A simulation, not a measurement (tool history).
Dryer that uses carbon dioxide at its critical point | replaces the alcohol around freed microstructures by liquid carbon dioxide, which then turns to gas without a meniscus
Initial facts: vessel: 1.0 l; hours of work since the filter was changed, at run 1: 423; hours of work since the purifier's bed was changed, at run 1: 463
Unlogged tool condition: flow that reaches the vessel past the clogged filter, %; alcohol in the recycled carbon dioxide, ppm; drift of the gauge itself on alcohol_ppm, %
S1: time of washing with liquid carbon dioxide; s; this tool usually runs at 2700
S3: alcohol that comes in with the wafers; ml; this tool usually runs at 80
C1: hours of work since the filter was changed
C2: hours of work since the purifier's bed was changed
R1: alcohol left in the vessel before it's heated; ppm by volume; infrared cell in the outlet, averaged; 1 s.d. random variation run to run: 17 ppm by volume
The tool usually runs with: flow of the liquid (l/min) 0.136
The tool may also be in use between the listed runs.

run 1 day=0.000 | S1=2700 flow_of_the_liquid_(l/min)=0.136 S3=80 | C1=423 C2=463 | R1=2096
run 2 day=1.854 | S1=2700 flow_of_the_liquid_(l/min)=0.136 S3=80 | C1=452 C2=492 | R1=2215
-- day=2.612 inlet filter changed
run 3 day=3.833 | S1=2700 flow_of_the_liquid_(l/min)=0.191 S3=80 | C1=19 C2=522 | R1=289
run 4 day=6.162 | S1=2700 flow_of_the_liquid_(l/min)=0.191 S3=80 | C1=55 C2=558 | R1=310
run 5 day=7.717 | S1=2100 flow_of_the_liquid_(l/min)=0.191 S3=80 | C1=79 C2=582 | R1=893
run 6 day=9.154 | S1=2700 flow_of_the_liquid_(l/min)=0.136 S3=46 | C1=102 C2=605 | R1=817
run 7 day=11.362 | S1=2700 flow_of_the_liquid_(l/min)=0.136 S3=46 | C1=136 C2=639 | R1=842
run 8 day=13.858 | S1=2700 flow_of_the_liquid_(l/min)=0.190 S3=80 | C1=175 C2=678 | R1=390
run 9 day=15.358 | S1=2700 flow_of_the_liquid_(l/min)=0.190 S3=80 | C1=198 C2=701 | R1=406
run 10 day=17.696 | S1=2700 flow_of_the_liquid_(l/min)=0.136 S3=80 | C1=235 C2=738 | R1=1612

The next listed run, before its measurement:
run 11 day=18.988 | S1=2700 flow_of_the_liquid_(l/min)=0.136 S3=107 | C1=255 C2=758 | R1=?

{"run 11": {"R1": 2151}}
Had the tool carried no hidden state, the very same run would have given R1 1419 ppm by volume.

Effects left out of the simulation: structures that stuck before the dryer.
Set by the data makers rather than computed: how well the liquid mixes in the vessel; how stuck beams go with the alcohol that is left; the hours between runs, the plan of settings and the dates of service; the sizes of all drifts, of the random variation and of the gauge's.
